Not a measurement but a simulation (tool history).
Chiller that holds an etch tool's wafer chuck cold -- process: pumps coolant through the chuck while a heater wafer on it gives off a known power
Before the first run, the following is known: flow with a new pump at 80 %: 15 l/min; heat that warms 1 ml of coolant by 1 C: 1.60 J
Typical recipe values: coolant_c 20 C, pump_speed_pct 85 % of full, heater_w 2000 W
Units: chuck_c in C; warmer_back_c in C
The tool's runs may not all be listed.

Run 1, hour 0.0: usual settings. Result: chuck_c 45.9 C, warmer_back_c 5.18 C.
Run 2, hour 110.2: usual settings but pump_speed_pct 76 % of full. Result: chuck_c 48.9 C, warmer_back_c 5.94 C.
Run 3, hour 174.5: usual settings but pump_speed_pct 76 % of full. Result: chuck_c 49.0 C, warmer_back_c 5.98 C.
Run 4, hour 299.3: usual settings but coolant_c 13 C. Result: chuck_c 39.5 C, warmer_back_c 5.26 C.
Run 5, hour 381.3: usual settings but heater_w 1951 W. Result: chuck_c 46.1 C, warmer_back_c 5.14 C.
Run 6, hour 477.6: usual settings but heater_w 1951 W. Result: chuck_c 46.3 C, warmer_back_c 5.17 C.
Run 7, hour 607.0: usual settings but coolant_c 17 C. Result: chuck_c 44.4 C, warmer_back_c 5.32 C.
Run 8, hour 666.6: usual settings but coolant_c 17 C. Result: chuck_c 44.2 C, warmer_back_c 5.32 C.
At hour 755.7: coolant pump overhauled.
Run 9, hour 777.9: usual settings but coolant_c 14 C, pump_speed_pct 74 % of full. Result: chuck_c 46.2 C, warmer_back_c 6.53 C.
Run 10, hour 906.4: usual settings but coolant_c 15 C, pump_speed_pct 73 % of full, heater_w 1409 W. Result: chuck_c 38.6 C, warmer_back_c 4.70 C.
Run 11, hour 1007.3: usual settings but coolant_c 15 C, pump_speed_pct 71 % of full, heater_w 1409 W. Result: chuck_c 39.1 C, warmer_back_c 4.85 C.
Run 12, hour 1140.6: usual settings but heater_w 2360 W. Result: chuck_c 54.4 C, warmer_back_c 6.70 C.
Run 13, hour 1225.9: usual settings but pump_speed_pct 82 % of full, heater_w 1332 W. Result: chuck_c 40.6 C, warmer_back_c 3.98 C.
Run 14, hour 1356.1: usual settings but pump_speed_pct 82 % of full, heater_w 1332 W. Result: chuck_c 40.8 C, warmer_back_c 3.99 C.
At hour 1385.4: coolant pump overhauled, once more.
Run 15, hour 1438.2: usual settings but coolant_c 11 C, pump_speed_pct 68 % of full, heater_w 1497 W. Result: chuck_c 34.6 C, warmer_back_c 4.52 C.

Measured result minus the same run's result without the hidden state. Both carry the same run-to-run variation, though not necessarily the same gauge scatter:
The hidden state here: heat passed by the chuck's channels, % of clean ones'; flow at a given pump speed, % of a new pump's; coolant's true temperature over the reading, C; drift of the gauge itself on chuck_c, C; drift of the gauge itself on warmer_back_c, C.
run  chuck_c  warmer_back_c
  1     +2.6          +0.55
  2     +3.1          +0.63
  3     +3.3          +0.64
  4     +3.2          +0.59
  5     +3.3          +0.58
  6     +3.5          +0.60
  7     +3.9          +0.63
  8     +4.0          +0.63
  9     +5.7          +1.07
 10     +4.6          +0.78
 11     +4.8          +0.82
 12     +6.9          +1.16
 13     +4.5          +0.69
 14     +4.7          +0.71
 15     +2.6          +0.07
